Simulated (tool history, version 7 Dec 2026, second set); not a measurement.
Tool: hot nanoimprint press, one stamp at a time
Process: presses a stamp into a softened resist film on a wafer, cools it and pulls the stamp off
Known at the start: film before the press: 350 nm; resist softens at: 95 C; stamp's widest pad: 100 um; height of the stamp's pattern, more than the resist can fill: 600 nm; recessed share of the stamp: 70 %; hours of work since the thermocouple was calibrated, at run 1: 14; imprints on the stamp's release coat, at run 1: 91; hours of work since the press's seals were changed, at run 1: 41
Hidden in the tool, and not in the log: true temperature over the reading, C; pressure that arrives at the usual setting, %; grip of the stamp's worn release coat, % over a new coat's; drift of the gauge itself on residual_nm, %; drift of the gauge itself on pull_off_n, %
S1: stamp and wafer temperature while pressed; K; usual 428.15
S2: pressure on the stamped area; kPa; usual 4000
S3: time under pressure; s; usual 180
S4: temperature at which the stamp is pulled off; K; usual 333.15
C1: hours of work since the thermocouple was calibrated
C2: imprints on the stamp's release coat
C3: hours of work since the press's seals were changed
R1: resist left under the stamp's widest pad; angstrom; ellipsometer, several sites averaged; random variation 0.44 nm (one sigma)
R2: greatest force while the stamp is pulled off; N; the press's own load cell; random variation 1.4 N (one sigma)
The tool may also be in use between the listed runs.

| run | day | S1 | S2 | S3 | S4 | C1 | C2 | C3 | R1 | R2 |
|---|---|---|---|---|---|---|---|---|---|---|
| 1 | 0.000 | 428.15 | 4000 | 180 | 333.15 | 14 | 91 | 41 | 1948 | 165 |
| 2 | 0.229 | 428.15 | 4000 | 180 | 333.15 | 17 | 112 | 45 | 1953 | 164 |
| 3 | 0.512 | 428.15 | 4000 | 180 | 336.15 | 21 | 139 | 49 | 1945 | 154 |
| 4 | 0.875 | 428.15 | 4000 | 180 | 333.15 | 26 | 173 | 54 | 1945 | 162 |
| 5 | 1.404 | 428.15 | 4000 | 180 | 333.15 | 34 | 223 | 61 | 1941 | 162 |
| 6 | 1.817 | 428.15 | 4000 | 180 | 333.15 | 39 | 261 | 67 | 1936 | 162 |
| 7 | 2.092 | 428.15 | 4000 | 154 | 333.15 | 43 | 287 | 71 | 2033 | 161 |
| 8 | 2.600 | 428.15 | 4780 | 180 | 333.15 | 51 | 334 | 78 | 1770 | 162 |
| 9 | 3.096 | 428.15 | 4780 | 180 | 333.15 | 58 | 381 | 85 | 1766 | 164 |
| 10 | 3.454 | 428.15 | 4780 | 180 | 333.15 | 63 | 415 | 90 | 1762 | 164 |
| 11 | 3.929 | 428.15 | 4780 | 180 | 333.15 | 69 | 459 | 97 | 1766 | 165 |
| 12 | 4.208 | 422.15 | 4780 | 180 | 333.15 | 73 | 485 | 101 | 2398 | 162 |
| 13 | 4.583 | 422.15 | 4780 | 180 | 333.15 | 79 | 520 | 106 | 2392 | 162 |
|  | 4.933 | stamp cleaned and given a new release coat |
| 14 | 5.279 | 422.15 | 4780 | 180 | 333.15 | 85 | 32 | 113 | 2388 | 164 |
| 15 | 5.492 | 428.15 | 4000 | 180 | 333.15 | 88 | 52 | 116 | 1914 | 162 |
| 16 | 5.758 | 428.15 | 4000 | 147 | 333.15 | 92 | 77 | 120 | 2035 | 164 |
| 17 | 6.083 | 440.15 | 5880 | 307 | 334.15 | 96 | 107 | 124 | 649 | 158 |
| 18 | 6.346 | 428.15 | 4000 | 180 | 329.15 | 100 | 132 | 128 | 1911 | 172 |
| 19 | 6.792 | 419.15 | 3370 | 151 | 333.15 | 106 | 174 | 134 | 2985 | 160 |
| 20 | 7.317 | 428.15 | 4000 | 91 | 333.15 | 114 | 223 | 142 | 2307 | 165 |
| 21 | 7.612 | 428.15 | 4000 | 91 | 333.15 | 118 | 251 | 146 | 2293 | 164 |
| 22 | 7.967 | 428.15 | 4000 | 91 | 330.15 | 123 | 284 | 151 | 2301 | 170 |
| 23 | 8.408 | 425.15 | 4000 | 107 | 322.15 | 129 | 325 | 157 | 2495 | 192 |
| 24 | 8.938 | 425.15 | 4000 | 107 | 322.15 | 137 | 375 | 165 | 2494 | 193 |
|  | 9.283 | gauge calibrated |
| 25 | 9.388 | 430.15 | 4000 | 190 | 338.15 | 143 | 417 | 171 | 1728 | 148 |
| 26 | 9.654 | 430.15 | 4000 | 190 | 338.15 | 147 | 442 | 175 | 1721 | 148 |
| 27 | 9.975 | 418.15 | 5260 | 190 | 338.15 | 152 | 472 | 179 | 2750 | 148 |
| 28 | 10.458 | 418.15 | 5260 | 190 | 338.15 | 158 | 517 | 186 | 2746 | 150 |
|  | 10.846 | stamp cleaned and given a new release coat |
| 29 | 11.179 | 427.15 | 3820 | 190 | 338.15 | 165 | 32 | 193 | 2048 | 149 |

Forecast each of these 5 alternatives for the next run:
| A | 11.392 | 426.15 | 4650 | 190 | 338.15 | 168 | 52 | 196 | ? | ? |
| B | 11.392 | 437.15 | 2490 | 190 | 338.15 | 168 | 52 | 196 | ? | ? |
| C | 11.392 | 418.15 | 3820 | 190 | 330.15 | 168 | 52 | 196 | ? | ? |
| D | 11.392 | 428.15 | 4000 | 180 | 335.15 | 168 | 52 | 196 | ? | ? |
| E | 11.392 | 435.15 | 4000 | 180 | 333.15 | 168 | 52 | 196 | ? | ? |

| run | R1 | R2 |
|---|---|---|
| A | 1972 | 151 |
| B | 1515 | 151 |
| C | 2961 | 170 |
| D | 1933 | 157 |
| E | 1323 | 162 |
Without the tool's hidden state the same runs would have given:
| run | R1 | R2 |
|---|---|---|
| A | 1985 | 151 |
| B | 1525 | 151 |
| C | 2979 | 170 |
| D | 1945 | 157 |
| E | 1332 | 162 |
